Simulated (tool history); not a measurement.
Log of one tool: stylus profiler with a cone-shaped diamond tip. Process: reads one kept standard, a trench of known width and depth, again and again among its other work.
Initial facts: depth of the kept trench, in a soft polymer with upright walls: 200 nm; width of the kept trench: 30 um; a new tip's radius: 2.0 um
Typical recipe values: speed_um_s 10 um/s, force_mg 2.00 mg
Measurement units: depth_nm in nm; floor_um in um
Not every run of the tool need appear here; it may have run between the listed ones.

run 1 hour=0.0 | speed_um_s=10 force_mg=2.00 | depth_nm=201.65 floor_um=28.22
run 2 hour=16.0 | speed_um_s=10 force_mg=2.00 | depth_nm=201.68 floor_um=28.21
run 3 hour=26.9 | speed_um_s=10 force_mg=2.00 | depth_nm=201.69 floor_um=28.23
run 4 hour=35.6 | speed_um_s=10 force_mg=2.00 | depth_nm=201.63 floor_um=28.23
run 5 hour=43.2 | speed_um_s=10 force_mg=2.00 | depth_nm=201.71 floor_um=28.20
run 6 hour=61.7 | speed_um_s=10 force_mg=2.00 | depth_nm=201.67 floor_um=28.22
run 7 hour=75.3 | speed_um_s=26 force_mg=2.00 | depth_nm=201.58 floor_um=28.16
run 8 hour=93.7 | speed_um_s=26 force_mg=2.00 | depth_nm=201.59 floor_um=28.18
run 9 hour=107.2 | speed_um_s=10 force_mg=1.02 | depth_nm=200.91 floor_um=28.19
run 10 hour=118.4 | speed_um_s=5 force_mg=2.00 | depth_nm=201.65 floor_um=28.19
run 11 hour=132.8 | speed_um_s=5 force_mg=2.00 | depth_nm=201.54 floor_um=28.25
run 12 hour=144.0 | speed_um_s=10 force_mg=1.47 | depth_nm=201.22 floor_um=28.15
run 13 hour=153.7 | speed_um_s=10 force_mg=1.47 | depth_nm=201.28 floor_um=28.14
run 14 hour=170.2 | speed_um_s=10 force_mg=2.00 | depth_nm=201.47 floor_um=28.20
run 15 hour=179.7 | speed_um_s=10 force_mg=2.00 | depth_nm=201.56 floor_um=28.16
run 16 hour=190.9 | speed_um_s=7 force_mg=2.00 | depth_nm=201.46 floor_um=28.19
run 17 hour=199.9 | speed_um_s=7 force_mg=2.00 | depth_nm=201.53 floor_um=28.18
run 18 hour=209.8 | speed_um_s=7 force_mg=2.00 | depth_nm=201.53 floor_um=28.18
run 19 hour=227.2 | speed_um_s=10 force_mg=2.00 | depth_nm=201.45 floor_um=28.15
run 20 hour=236.6 | speed_um_s=10 force_mg=2.00 | depth_nm=201.57 floor_um=28.17
run 21 hour=251.6 | speed_um_s=10 force_mg=2.00 | depth_nm=201.53 floor_um=28.17
run 22 hour=263.9 | speed_um_s=6 force_mg=2.08 | depth_nm=201.48 floor_um=28.20
run 23 hour=276.1 | speed_um_s=6 force_mg=2.08 | depth_nm=201.48 floor_um=28.17
run 24 hour=289.0 | speed_um_s=6 force_mg=2.08 | depth_nm=201.57 floor_um=28.13
run 25 hour=304.4 | speed_um_s=16 force_mg=2.08 | depth_nm=201.48 floor_um=28.13
run 26 hour=319.1 | speed_um_s=6 force_mg=0.90 | depth_nm=200.84 floor_um=28.15
run 27 hour=333.1 | speed_um_s=13 force_mg=1.75 | depth_nm=201.27 floor_um=28.13
run 28 hour=347.5 | speed_um_s=6 force_mg=1.02 | depth_nm=200.90 floor_um=28.18
run 29 hour=361.4 | speed_um_s=3 force_mg=1.46 | depth_nm=201.11 floor_um=28.13
run 30 hour=373.3 | speed_um_s=3 force_mg=1.46 | depth_nm=201.06 floor_um=28.15
run 31 hour=384.3 | speed_um_s=22 force_mg=0.84 | depth_nm=200.63 floor_um=28.05
run 32 hour=400.8 | speed_um_s=3 force_mg=3.05 | depth_nm=201.91 floor_um=28.13
run 33 hour=409.7 | speed_um_s=17 force_mg=1.01 | depth_nm=200.75 floor_um=28.10
run 34 hour=422.9 | speed_um_s=7 force_mg=3.25 | depth_nm=201.98 floor_um=28.15
run 35 hour=431.0 | speed_um_s=7 force_mg=3.25 | depth_nm=202.00 floor_um=28.14
run 36 hour=449.8 | speed_um_s=3 force_mg=2.03 | depth_nm=201.41 floor_um=28.16
run 37 hour=462.9 | speed_um_s=10 force_mg=1.30 | depth_nm=200.99 floor_um=28.13
run 38 hour=481.8 | speed_um_s=14 force_mg=3.59 | depth_nm=202.22 floor_um=28.08
run 39 hour=496.1 | speed_um_s=10 force_mg=1.81 | depth_nm=201.20 floor_um=28.16
run 40 hour=505.3 | speed_um_s=38 force_mg=0.67 | depth_nm=200.50 floor_um=27.95
run 41 hour=524.1 | speed_um_s=12 force_mg=1.60 | depth_nm=201.15 floor_um=28.12

Consider 4 possible next runs. They are alternatives, not a sequence: every one starts from the tool as it was left by run 41. What does each give?
run A hour=536.2 | speed_um_s=26 force_mg=2.20 | depth_nm=? floor_um=?
run B hour=536.2 | speed_um_s=3 force_mg=1.60 | depth_nm=? floor_um=?
run C hour=536.2 | speed_um_s=10 force_mg=1.19 | depth_nm=? floor_um=?
run D hour=536.2 | speed_um_s=8 force_mg=2.99 | depth_nm=? floor_um=?

run=A depth_nm=201.41 floor_um=28.16
run=B depth_nm=201.12 floor_um=28.17
run=C depth_nm=200.78 floor_um=28.11
run=D depth_nm=201.86 floor_um=28.10
Had the tool no hidden state, the same runs would have come out as:
run=A depth_nm=201.81 floor_um=28.26
run=B depth_nm=201.52 floor_um=28.28
run=C depth_nm=201.17 floor_um=28.21
run=D depth_nm=202.25 floor_um=28.21
